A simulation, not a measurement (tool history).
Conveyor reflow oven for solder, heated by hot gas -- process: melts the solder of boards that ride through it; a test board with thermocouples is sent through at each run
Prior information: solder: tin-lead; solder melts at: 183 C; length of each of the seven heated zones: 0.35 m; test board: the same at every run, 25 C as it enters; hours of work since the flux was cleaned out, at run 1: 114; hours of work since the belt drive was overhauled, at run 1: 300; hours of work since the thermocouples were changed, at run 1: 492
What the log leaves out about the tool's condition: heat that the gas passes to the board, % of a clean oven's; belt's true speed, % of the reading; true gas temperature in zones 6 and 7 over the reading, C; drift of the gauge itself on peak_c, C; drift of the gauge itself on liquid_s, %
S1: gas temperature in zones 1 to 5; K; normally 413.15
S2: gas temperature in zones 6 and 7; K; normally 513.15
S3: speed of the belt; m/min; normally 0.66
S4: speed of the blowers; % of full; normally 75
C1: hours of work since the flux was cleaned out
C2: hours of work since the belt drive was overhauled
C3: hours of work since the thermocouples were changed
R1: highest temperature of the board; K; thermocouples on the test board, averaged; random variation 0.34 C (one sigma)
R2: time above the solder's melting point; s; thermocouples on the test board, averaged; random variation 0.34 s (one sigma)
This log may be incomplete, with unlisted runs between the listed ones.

| run | hour | S1 | S2 | S3 | S4 | C1 | C2 | C3 | R1 | R2 |
|---|---|---|---|---|---|---|---|---|---|---|
| 1 | 0 | 413.15 | 513.15 | 0.66 | 75 | 114 | 300 | 492 | 496.85 | 52.3 |
| 2 | 60.6 | 413.15 | 513.15 | 0.66 | 75 | 159 | 344 | 536 | 497.85 | 51.9 |
| 3 | 92.3 | 413.15 | 513.15 | 0.66 | 75 | 182 | 368 | 560 | 497.05 | 52 |
| 4 | 135.1 | 413.15 | 513.15 | 0.66 | 68 | 214 | 399 | 591 | 495.25 | 51.2 |
| 5 | 184.1 | 413.15 | 513.15 | 0.66 | 68 | 250 | 436 | 627 | 495.25 | 52 |
| 6 | 246 | 413.15 | 513.15 | 0.66 | 68 | 296 | 481 | 673 | 495.75 | 51.5 |
|  | 295.3 | flux residue cleaned out of gas plates and filters |
| 7 | 306.9 | 413.15 | 513.15 | 0.66 | 68 | 9 | 522 | 714 | 496.65 | 52.6 |
| 8 | 335.3 | 413.15 | 513.15 | 0.733 | 75 | 30 | 543 | 735 | 494.65 | 45.9 |
| 9 | 363.1 | 413.15 | 513.15 | 0.66 | 75 | 50 | 564 | 756 | 497.65 | 53.7 |
| 10 | 414.6 | 413.15 | 513.15 | 0.66 | 75 | 88 | 602 | 794 | 498.35 | 53.7 |
| 11 | 449.5 | 413.15 | 513.15 | 0.66 | 75 | 114 | 628 | 820 | 498.25 | 53.5 |
| 12 | 491.3 | 413.15 | 513.15 | 0.66 | 75 | 145 | 659 | 850 | 497.95 | 53.3 |
| 13 | 518.4 | 413.15 | 513.15 | 0.66 | 71 | 165 | 679 | 870 | 497.75 | 52.4 |
| 14 | 575.6 | 413.15 | 513.15 | 0.66 | 71 | 207 | 721 | 913 | 497.25 | 52.8 |
| 15 | 613.6 | 413.15 | 513.15 | 0.66 | 75 | 235 | 749 | 941 | 498.35 | 52.8 |
| 16 | 669.4 | 421.15 | 513.15 | 0.66 | 71 | 276 | 790 | 982 | 498.35 | 56.2 |
| 17 | 719.3 | 421.15 | 513.15 | 0.66 | 71 | 313 | 827 | 1019 | 498.25 | 56.3 |
|  | 747.5 | flux residue cleaned out of gas plates and filters |
| 18 | 762 | 417.15 | 513.15 | 0.66 | 55 | 11 | 855 | 1046 | 495.85 | 53 |
| 19 | 806 | 414.15 | 501.15 | 0.678 | 75 | 43 | 887 | 1079 | 488.35 | 47.2 |
|  | 822.3 | thermocouples of zones 6 and 7 changed |
| 20 | 834.7 | 407.15 | 515.15 | 0.788 | 59 | 63 | 907 | 9 | 487.35 | 37.3 |
| 21 | 893.6 | 407.15 | 515.15 | 0.788 | 59 | 106 | 950 | 53 | 487.25 | 36.4 |
| 22 | 947.2 | 407.15 | 515.15 | 0.788 | 59 | 146 | 990 | 92 | 487.25 | 36.8 |
| 23 | 979.6 | 407.15 | 502.15 | 0.788 | 68 | 170 | 1014 | 116 | 479.75 | 31.7 |
| 24 | 1005.4 | 407.15 | 502.15 | 0.788 | 68 | 189 | 1033 | 135 | 480.15 | 31.5 |
| 25 | 1050.8 | 411.15 | 526.15 | 0.66 | 87 | 222 | 1066 | 169 | 510.15 | 59.3 |
| 26 | 1098.9 | 415.15 | 523.15 | 0.687 | 75 | 258 | 1102 | 204 | 505.05 | 55.4 |
| 27 | 1143.2 | 407.15 | 505.15 | 0.66 | 75 | 291 | 1134 | 237 | 489.25 | 47.3 |
|  | 1199.6 | flux residue cleaned out of gas plates and filters |
| 28 | 1201.9 | 427.15 | 513.15 | 0.727 | 84 | 2 | 1174 | 276 | 498.95 | 53.8 |
| 29 | 1255.5 | 423.15 | 513.15 | 0.558 | 84 | 41 | 1214 | 316 | 504.95 | 72 |

What if the next run were any one of these 3? Each begins from the tool's condition after run 29:
| A | 1285.7 | 426.15 | 505.15 | 0.66 | 54 | 64 | 1236 | 338 | ? | ? |
| B | 1285.7 | 415.15 | 525.15 | 0.775 | 75 | 64 | 1236 | 338 | ? | ? |
| C | 1285.7 | 413.15 | 513.15 | 0.66 | 82 | 64 | 1236 | 338 | ? | ? |

| run | R1 | R2 |
|---|---|---|
| A | 490.15 | 53.6 |
| B | 502.85 | 48.5 |
| C | 499.55 | 55 |
What these runs would have given with no unlogged condition in the tool:
| run | R1 | R2 |
|---|---|---|
| A | 488.45 | 50.7 |
| B | 500.95 | 46.2 |
| C | 497.85 | 52.4 |
